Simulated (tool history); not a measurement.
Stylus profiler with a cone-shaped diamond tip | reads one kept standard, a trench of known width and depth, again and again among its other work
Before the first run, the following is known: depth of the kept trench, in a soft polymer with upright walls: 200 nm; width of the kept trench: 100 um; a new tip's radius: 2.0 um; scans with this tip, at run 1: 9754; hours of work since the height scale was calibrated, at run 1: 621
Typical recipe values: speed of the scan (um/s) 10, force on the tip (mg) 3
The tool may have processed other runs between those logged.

| run | day | speed of the scan (um/s) | force on the tip (mg) | scans with this tip | hours of work since the height scale was calibrated | depth of the trench (Å) | width of the trench's floor (µm) |
|---|---|---|---|---|---|---|---|
| 1 | 0 | 10 | 3 | 9754 | 621 | 2033.3 | 97.79 |
| 2 | 1.479 | 10 | 4.78 | 9900 | 645 | 2045 | 97.79 |
| 3 | 4.538 | 10 | 4.78 | 10202 | 695 | 2046 | 97.77 |
| 4 | 6.567 | 10 | 3 | 10402 | 729 | 2035 | 97.74 |
| 5 | 8.683 | 10 | 3 | 10611 | 763 | 2035.1 | 97.75 |
| 6 | 10.662 | 10 | 3 | 10806 | 796 | 2034.9 | 97.73 |
| 7 | 13.15 | 10 | 3 | 11051 | 837 | 2035.7 | 97.73 |
| 8 | 15.162 | 10 | 2.61 | 11249 | 870 | 2033 | 97.7 |
| 9 | 16.438 | 10 | 2.61 | 11375 | 891 | 2032.9 | 97.75 |
| 10 | 19.046 | 10 | 3 | 11632 | 933 | 2036.9 | 97.68 |
|  | 21.171 | height scale calibrated on a step standard |
| 11 | 22.112 | 10 | 3 | 11932 | 15 | 2039.1 | 97.76 |
| 12 | 25.192 | 10 | 3 | 12236 | 66 | 2038.7 | 97.71 |
|  | 26.267 | height scale calibrated on a step standard, once more |
| 13 | 26.95 | 10 | 3 | 12407 | 11 | 2029.7 | 97.67 |
| 14 | 29.562 | 10 | 3 | 12665 | 54 | 2030.6 | 97.68 |
| 15 | 31.571 | 10 | 3 | 12863 | 87 | 2031.2 | 97.7 |
| 16 | 33.662 | 10 | 3 | 13069 | 121 | 2030.4 | 97.65 |
| 17 | 35.229 | 10 | 3 | 13223 | 147 | 2031.7 | 97.63 |
| 18 | 36.992 | 10 | 3 | 13397 | 176 | 2031.4 | 97.65 |
| 19 | 39.221 | 3 | 3 | 13617 | 213 | 2031.9 | 97.63 |
| 20 | 41.504 | 3 | 3 | 13842 | 250 | 2031.9 | 97.67 |
| 21 | 43.858 | 24 | 3 | 14074 | 289 | 2031.9 | 97.55 |
| 22 | 46.954 | 24 | 3.65 | 14379 | 340 | 2037 | 97.53 |
| 23 | 49.625 | 24 | 3.65 | 14643 | 384 | 2037.9 | 97.56 |
| 24 | 52.283 | 24 | 3.65 | 14905 | 427 | 2037.9 | 97.55 |
|  | 53.358 | new tip fitted, height scale calibrated |
| 25 | 54.367 | 5 | 2.17 | 100 | 17 | 2025.4 | 98.19 |
| 26 | 55.788 | 17 | 3 | 240 | 40 | 2031.6 | 98.17 |
| 27 | 57.583 | 15 | 5.08 | 417 | 69 | 2045.4 | 98.17 |
| 28 | 59.967 | 3 | 1.99 | 652 | 108 | 2024.7 | 98.16 |
| 29 | 62.35 | 2 | 3.07 | 887 | 148 | 2033 | 98.2 |
| 30 | 64.638 | 2 | 3.07 | 1112 | 185 | 2032.8 | 98.15 |
| 31 | 66.838 | 19 | 1.78 | 1329 | 221 | 2022.9 | 98.06 |
| 32 | 69.142 | 19 | 1.78 | 1556 | 259 | 2024.1 | 98.08 |
| 33 | 71.071 | 2 | 1.53 | 1746 | 291 | 2022.3 | 98.17 |
| 34 | 74.021 | 2 | 1.53 | 2037 | 339 | 2023.4 | 98.12 |
| 35 | 76.788 | 18 | 4.74 | 2310 | 385 | 2045.5 | 98.04 |
| 36 | 78.1 | 18 | 4.74 | 2439 | 406 | 2046.1 | 98.04 |
| 37 | 80.762 | 3 | 1.4 | 2702 | 450 | 2021.7 | 98.08 |
| 38 | 82.121 | 29 | 1.52 | 2836 | 472 | 2022.6 | 97.92 |
| 39 | 83.483 | 29 | 1.31 | 2970 | 495 | 2021.8 | 97.94 |
| 40 | 86.171 | 29 | 1.31 | 3235 | 539 | 2022.1 | 97.95 |
| 41 | 89.183 | 3 | 2.17 | 3532 | 588 | 2028.7 | 98.09 |
| 42 | 90.921 | 6 | 6.56 | 3703 | 617 | 2057.6 | 98.05 |
| 43 | 92.242 | 6 | 1.24 | 3833 | 638 | 2022.2 | 98.04 |
| 44 | 95.204 | 16 | 3.15 | 4126 | 687 | 2037.1 | 98.02 |
| 45 | 97.612 | 5 | 5.43 | 4363 | 727 | 2051.9 | 98.04 |

Entry by entry between the runs, the difference in hidden state between the last listed run before and the first listed run after:
Between runs 10 and 11: height scale calibrated on a step standard (day 21.171)
  radius of the tip, um: 3.29 -> 3.32; height scale over the true one, %: 0.216 -> 0.335
  the result without the hidden state subtracted from the measured one, depth of the trench (Å): +4.4 -> +6.8; width of the trench's floor (µm): -0.52 -> -0.52
Between runs 12 and 13: height scale calibrated on a step standard, once more (day 26.267)
  radius of the tip, um: 3.35 -> 3.37; height scale over the true one, %: 0.352 -> -0.048
  the result without the hidden state subtracted from the measured one, depth of the trench (Å): +7.1 -> -1; width of the trench's floor (µm): -0.54 -> -0.54
Between runs 24 and 25: new tip fitted, height scale calibrated (day 53.358)
  radius of the tip, um: 3.63 -> 2.08; height scale over the true one, %: 0.089 -> 0.011
  the result without the hidden state subtracted from the measured one, depth of the trench (Å): +1.8 -> +0.2; width of the trench's floor (µm): -0.63 -> -0.03
